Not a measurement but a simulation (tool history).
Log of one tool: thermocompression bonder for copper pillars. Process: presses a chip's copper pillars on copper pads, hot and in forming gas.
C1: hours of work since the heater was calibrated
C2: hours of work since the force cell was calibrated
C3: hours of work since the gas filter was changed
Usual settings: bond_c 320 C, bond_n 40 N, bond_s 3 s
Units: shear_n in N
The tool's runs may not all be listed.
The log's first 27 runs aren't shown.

run 28 hour=1035.8 | bond_c=291 bond_n=31 bond_s=3 | C1=851 C2=89 C3=130 | shear_n=59.9
run 29 hour=1087.1 | bond_c=291 bond_n=31 bond_s=3 | C1=889 C2=126 C3=168 | shear_n=60.3
run 30 hour=1130.9 | bond_c=323 bond_n=48 bond_s=2 | C1=921 C2=159 C3=200 | shear_n=99.4
run 31 hour=1159.0 | bond_c=328 bond_n=40 bond_s=2 | C1=942 C2=179 C3=220 | shear_n=91.5
run 32 hour=1201.5 | bond_c=328 bond_n=40 bond_s=2 | C1=973 C2=210 C3=251 | shear_n=91.2
-- hour=1215.7 forming gas filter changed
run 33 hour=1241.4 | bond_c=328 bond_n=40 bond_s=2 | C1=1002 C2=239 C3=19 | shear_n=91.6
run 34 hour=1274.0 | bond_c=328 bond_n=40 bond_s=2 | C1=1026 C2=263 C3=43 | shear_n=91.8
run 35 hour=1328.1 | bond_c=337 bond_n=37 bond_s=3 | C1=1065 C2=303 C3=82 | shear_n=106.5
run 36 hour=1376.1 | bond_c=326 bond_n=29 bond_s=3 | C1=1101 C2=338 C3=118 | shear_n=83.7
run 37 hour=1398.6 | bond_c=322 bond_n=32 bond_s=4 | C1=1117 C2=355 C3=134 | shear_n=94.6
run 38 hour=1431.2 | bond_c=320 bond_n=26 bond_s=8 | C1=1141 C2=379 C3=158 | shear_n=99.8

Forecast each of these 5 alternatives for the next run:
run A hour=1459.4 | bond_c=326 bond_n=59 bond_s=2 | C1=1162 C2=399 C3=179 | shear_n=?
run B hour=1459.4 | bond_c=345 bond_n=33 bond_s=6 | C1=1162 C2=399 C3=179 | shear_n=?
run C hour=1459.4 | bond_c=320 bond_n=40 bond_s=3 | C1=1162 C2=399 C3=179 | shear_n=?
run D hour=1459.4 | bond_c=320 bond_n=26 bond_s=6 | C1=1162 C2=399 C3=179 | shear_n=?
run E hour=1459.4 | bond_c=328 bond_n=27 bond_s=8 | C1=1162 C2=399 C3=179 | shear_n=?

run=A shear_n=110.2
run=B shear_n=121.3
run=C shear_n=96.7
run=D shear_n=95.5
run=E shear_n=110.6
Without the tool's hidden state the same runs would have given:
run=A shear_n=110.3
run=B shear_n=121.4
run=C shear_n=96.7
run=D shear_n=95.5
run=E shear_n=110.7

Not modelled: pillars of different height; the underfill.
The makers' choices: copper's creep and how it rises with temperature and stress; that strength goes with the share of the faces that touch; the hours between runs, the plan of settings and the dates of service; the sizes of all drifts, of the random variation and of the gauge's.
